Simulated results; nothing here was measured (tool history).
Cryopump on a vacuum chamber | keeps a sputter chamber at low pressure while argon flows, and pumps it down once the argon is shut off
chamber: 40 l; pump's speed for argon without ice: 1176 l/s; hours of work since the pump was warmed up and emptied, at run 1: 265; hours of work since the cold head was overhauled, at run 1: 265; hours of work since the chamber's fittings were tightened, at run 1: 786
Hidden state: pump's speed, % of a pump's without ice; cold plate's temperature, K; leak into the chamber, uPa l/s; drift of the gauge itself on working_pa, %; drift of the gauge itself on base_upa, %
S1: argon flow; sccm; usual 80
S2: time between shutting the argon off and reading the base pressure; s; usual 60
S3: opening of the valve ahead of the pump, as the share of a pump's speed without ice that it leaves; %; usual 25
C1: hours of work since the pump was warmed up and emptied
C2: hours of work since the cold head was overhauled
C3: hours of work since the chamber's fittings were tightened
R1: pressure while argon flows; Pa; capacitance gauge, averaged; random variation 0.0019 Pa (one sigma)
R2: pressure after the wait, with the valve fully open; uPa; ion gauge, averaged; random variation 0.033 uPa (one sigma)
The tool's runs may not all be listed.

run 1 hour=0.0 | S1=80 S2=60 S3=25 | C1=265 C2=265 C3=786 | R1=0.4706 R2=2.83
run 2 hour=22.4 | S1=80 S2=60 S3=25 | C1=283 C2=283 C3=804 | R1=0.4709 R2=2.84
run 3 hour=42.7 | S1=80 S2=60 S3=25 | C1=299 C2=299 C3=821 | R1=0.4710 R2=2.94
run 4 hour=69.6 | S1=80 S2=60 S3=25 | C1=321 C2=321 C3=842 | R1=0.4726 R2=2.88
run 5 hour=92.2 | S1=39 S2=60 S3=25 | C1=339 C2=339 C3=861 | R1=0.2309 R2=2.98
run 6 hour=109.4 | S1=39 S2=60 S3=25 | C1=353 C2=353 C3=875 | R1=0.2326 R2=3.03
run 7 hour=125.5 | S1=80 S2=60 S3=24 | C1=366 C2=366 C3=888 | R1=0.4903 R2=3.14
run 8 hour=158.3 | S1=80 S2=60 S3=52 | C1=393 C2=393 C3=914 | R1=0.2354 R2=3.02
run 9 hour=177.9 | S1=80 S2=60 S3=52 | C1=409 C2=409 C3=930 | R1=0.2376 R2=3.24
run 10 hour=198.9 | S1=80 S2=60 S3=22 | C1=426 C2=426 C3=947 | R1=0.5413 R2=3.23
run 11 hour=221.7 | S1=80 S2=60 S3=22 | C1=444 C2=444 C3=965 | R1=0.5390 R2=3.32
run 12 hour=253.1 | S1=80 S2=60 S3=24 | C1=470 C2=470 C3=991 | R1=0.4958 R2=3.26
run 13 hour=285.7 | S1=80 S2=60 S3=18 | C1=496 C2=496 C3=1017 | R1=0.6579 R2=3.34
run 14 hour=321.7 | S1=80 S2=60 S3=18 | C1=525 C2=525 C3=1046 | R1=0.6605 R2=3.41
run 15 hour=356.4 | S1=80 S2=60 S3=18 | C1=553 C2=553 C3=1074 | R1=0.6625 R2=3.54
-- hour=384.0 pump warmed up, emptied and cooled again
run 16 hour=384.7 | S1=80 S2=60 S3=25 | C1=1 C2=572 C3=1093 | R1=0.4602 R2=3.15
run 17 hour=420.7 | S1=80 S2=60 S3=25 | C1=30 C2=601 C3=1122 | R1=0.4620 R2=3.22
run 18 hour=451.9 | S1=48 S2=60 S3=40 | C1=55 C2=626 C3=1148 | R1=0.1744 R2=3.33
run 19 hour=484.9 | S1=127 S2=285 S3=15 | C1=82 C2=653 C3=1174 | R1=1.2282 R2=2.15
run 20 hour=516.4 | S1=80 S2=60 S3=42 | C1=107 C2=678 C3=1200 | R1=0.2786 R2=3.42
run 21 hour=547.6 | S1=96 S2=206 S3=42 | C1=132 C2=704 C3=1225 | R1=0.3370 R2=2.47
run 22 hour=573.7 | S1=48 S2=109 S3=43 | C1=153 C2=725 C3=1246 | R1=0.1644 R2=2.83
run 23 hour=592.8 | S1=48 S2=109 S3=43 | C1=169 C2=740 C3=1262 | R1=0.1650 R2=2.82
run 24 hour=608.1 | S1=87 S2=104 S3=23 | C1=181 C2=753 C3=1274 | R1=0.5502 R2=2.83
run 25 hour=635.4 | S1=50 S2=22 S3=21 | C1=203 C2=775 C3=1296 | R1=0.3470 R2=6.17
run 26 hour=662.0 | S1=33 S2=27 S3=16 | C1=225 C2=796 C3=1318 | R1=0.2999 R2=5.55
run 27 hour=685.6 | S1=91 S2=23 S3=28 | C1=244 C2=815 C3=1337 | R1=0.4832 R2=6.07
run 28 hour=707.7 | S1=154 S2=139 S3=22 | C1=262 C2=833 C3=1355 | R1=1.0223 R2=2.78
run 29 hour=729.6 | S1=154 S2=139 S3=22 | C1=280 C2=851 C3=1372 | R1=1.0212 R2=2.96
run 30 hour=748.0 | S1=115 S2=61 S3=27 | C1=295 C2=866 C3=1387 | R1=0.6292 R2=3.73
run 31 hour=783.4 | S1=74 S2=61 S3=27 | C1=323 C2=894 C3=1416 | R1=0.4046 R2=3.84
run 32 hour=814.4 | S1=139 S2=60 S3=25 | C1=348 C2=920 C3=1441 | R1=0.8238 R2=3.92

The next listed run, before its measurement:
run 33 hour=841.9 | S1=139 S2=60 S3=25 | C1=370 C2=942 C3=1463 | R1=? R2=?

R1: 0.8276 Pa
R2: 3.88 uPa
Without the tool's hidden state the same run would have given R1 0.8022 Pa, R2 1.72 uPa.
